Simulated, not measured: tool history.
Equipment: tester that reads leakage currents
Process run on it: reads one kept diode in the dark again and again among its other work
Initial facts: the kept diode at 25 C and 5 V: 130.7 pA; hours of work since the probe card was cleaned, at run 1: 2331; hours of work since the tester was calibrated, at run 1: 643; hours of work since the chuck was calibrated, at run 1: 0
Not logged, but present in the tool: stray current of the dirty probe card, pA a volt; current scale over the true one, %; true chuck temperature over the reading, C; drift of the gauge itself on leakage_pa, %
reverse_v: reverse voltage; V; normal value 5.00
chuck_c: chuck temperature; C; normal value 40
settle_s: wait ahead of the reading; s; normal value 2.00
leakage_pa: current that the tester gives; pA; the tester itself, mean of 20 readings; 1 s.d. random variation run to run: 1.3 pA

| run | day | reverse_v | chuck_c | settle_s | hours of work since the probe card was cleaned | hours of work since the tester was calibrated | hours of work since the chuck was calibrated | leakage_pa |
|---|---|---|---|---|---|---|---|---|
| 1 | 0.000 | 5.00 | 40 | 2.00 | 2331 | 643 | 0 | 440.72 |
| 2 | 3.188 | 5.00 | 40 | 2.00 | 2365 | 677 | 34 | 443.85 |
| 3 | 5.708 | 5.00 | 40 | 2.00 | 2392 | 704 | 61 | 444.77 |
| 4 | 10.004 | 5.00 | 40 | 2.38 | 2439 | 750 | 108 | 443.13 |
| 5 | 12.067 | 5.00 | 40 | 2.38 | 2461 | 773 | 130 | 440.49 |
| 6 | 16.483 | 5.00 | 40 | 2.38 | 2508 | 820 | 177 | 441.06 |
|  | 16.817 | tester calibrated |
| 7 | 19.512 | 5.00 | 42 | 2.38 | 2540 | 29 | 209 | 511.10 |
| 8 | 23.442 | 5.00 | 40 | 2.00 | 2582 | 71 | 251 | 441.03 |
|  | 23.754 | probe card cleaned and baked |
| 9 | 26.758 | 5.00 | 40 | 2.00 | 32 | 106 | 286 | 429.99 |
| 10 | 29.671 | 2.02 | 40 | 2.00 | 64 | 137 | 317 | 313.19 |
| 11 | 32.250 | 1.74 | 40 | 2.43 | 91 | 165 | 345 | 297.87 |
|  | 34.438 | tester calibrated, once more |
| 12 | 37.000 | 1.74 | 40 | 2.43 | 142 | 28 | 395 | 295.19 |
| 13 | 40.800 | 1.12 | 40 | 2.00 | 183 | 68 | 436 | 254.41 |
| 14 | 43.317 | 5.00 | 45 | 1.69 | 210 | 96 | 463 | 625.58 |
| 15 | 46.092 | 5.00 | 36 | 2.65 | 240 | 125 | 493 | 314.37 |
| 16 | 49.146 | 1.55 | 30 | 2.65 | 272 | 158 | 526 | 129.04 |
| 17 | 51.162 | 1.02 | 30 | 0.32 | 294 | 180 | 548 | 112.10 |
| 18 | 54.496 | 1.02 | 30 | 0.32 | 330 | 216 | 583 | 111.85 |
| 19 | 58.942 | 2.99 | 31 | 2.00 | 378 | 264 | 631 | 176.56 |
| 20 | 61.783 | 2.99 | 31 | 2.00 | 408 | 294 | 662 | 175.75 |

For each entry between runs, how does the tool's hidden state at the last listed run before it compare with that at the first listed run after it?
After run 6, before run 7: tester calibrated (day 16.817)
  stray current of the dirty probe card, pA a volt: 2.143 -> 2.174; current scale over the true one, %: 0.25 -> 0.36; true chuck temperature over the reading, C: -0.24 -> -0.25
  what was measured, less what the result would be without the hidden state, leakage_pa: +3.86 -> +3.17 pA
After run 8, before run 9: probe card cleaned and baked (day 23.754)
  stray current of the dirty probe card, pA a volt: 2.209 -> 0.05; current scale over the true one, %: 0.37 -> 0.38; true chuck temperature over the reading, C: -0.26 -> -0.27
  what was measured, less what the result would be without the hidden state, leakage_pa: +3.93 -> -7.22 pA
After run 11, before run 12: tester calibrated, once more (day 34.438)
  stray current of the dirty probe card, pA a volt: 0.102 -> 0.145; current scale over the true one, %: 0.41 -> -0.11; true chuck temperature over the reading, C: -0.29 -> -0.31
  what was measured, less what the result would be without the hidden state, leakage_pa: -5.35 -> -7.16 pA
